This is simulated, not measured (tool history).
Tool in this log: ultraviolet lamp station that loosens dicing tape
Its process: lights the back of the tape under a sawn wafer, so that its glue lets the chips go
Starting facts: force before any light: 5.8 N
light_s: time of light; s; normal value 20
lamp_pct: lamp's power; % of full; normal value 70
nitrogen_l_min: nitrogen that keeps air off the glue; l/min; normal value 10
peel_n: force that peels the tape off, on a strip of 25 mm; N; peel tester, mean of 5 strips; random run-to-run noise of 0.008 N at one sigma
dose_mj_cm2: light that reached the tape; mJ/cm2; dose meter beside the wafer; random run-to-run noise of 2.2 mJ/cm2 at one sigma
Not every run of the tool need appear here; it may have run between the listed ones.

run     day  light_s  lamp_pct  nitrogen_l_min  peel_n  dose_mj_cm2
  1   0.000       20        70              10   0.478          166
  2   0.383       20        70              10   0.476          162
  3   0.750       20        70              10   0.491          158
  4   0.979       20        70              10   0.476          160
  5   1.421       20        70              10   0.497          157
  6   1.733       20        70              10   0.475          155
  7   1.975       20        70              10   0.486          159
  8   2.200       13        70              10   1.063          105
  9   2.529       20        70              10   0.479          157
 10   2.958       20        70              10   0.477          159
 11   3.196       20        70               5   0.840          155
 12   3.433       20        70               5   0.832          155
 13   3.725       20        70              10   0.485          155
 14   3.946       20        70              10   0.515          158
 15   4.217       20        70              10   0.506          155
 16   4.646       20        70              10   0.508          154
 17   5.017       20        70              10   0.495          156
      5.242  -- window cleaned of glue's vapour
 18   5.462       20        70              10   0.375          183
 19   5.762       20        70               8   0.447          182
 20   6.242       20        70               8   0.440          178
 21   6.488       20        70               8   0.428          182
 22   6.846       20        70               8   0.424          183
 23   7.329       18        73               9   0.450          172
 24   7.771       25        62              10   0.311          198
 25   8.238       25        62              10   0.310          201
 26   8.696       25        62              10   0.314          199
 27   9.008       14        70              10   0.760          127
 28   9.392       14        70              10   0.760          123
 29   9.638       13        96               6   0.694          158
 30   9.938       11        70               4   1.868           96
 31  10.383       11        70               4   1.944           96
 32  10.858       11        63               4   2.088           84
 33  11.296       11        63               4   2.074           88
 34  11.538       11        63               4   2.133           88
 35  11.783       11        63               4   2.161           91
 36  12.025       11        63               4   2.117           87
 37  12.504       19        63              10   0.526          150
 38  12.854       17        70              10   0.530          147
 39  13.333       14        70              19   0.531          123
 40  13.658       14        95               8   0.538          163
 41  13.925       14        95               8   0.541          162
 42  14.425       36        73               4   0.266          328
 43  14.796       20        70               4   0.850          172
 44  15.217       20        70               4   0.822          171

4 ways to go on from here, each from the tool as it stands after run 44. What would each give?
  A  15.454       26        71               4       ?            ?
  B  15.454       16        70               4       ?            ?
  C  15.454       20        85              19       ?            ?
  D  15.454       13        65              17       ?            ?

run  peel_n  dose_mj_cm2
  A   0.545          223
  B   1.223          138
  C   0.200          207
  D   0.800          103
Without the tool's unlogged condition, the same runs would have read:
run  peel_n  dose_mj_cm2
  A   0.404          260
  B   0.964          161
  C   0.171          241
  D   0.601          120
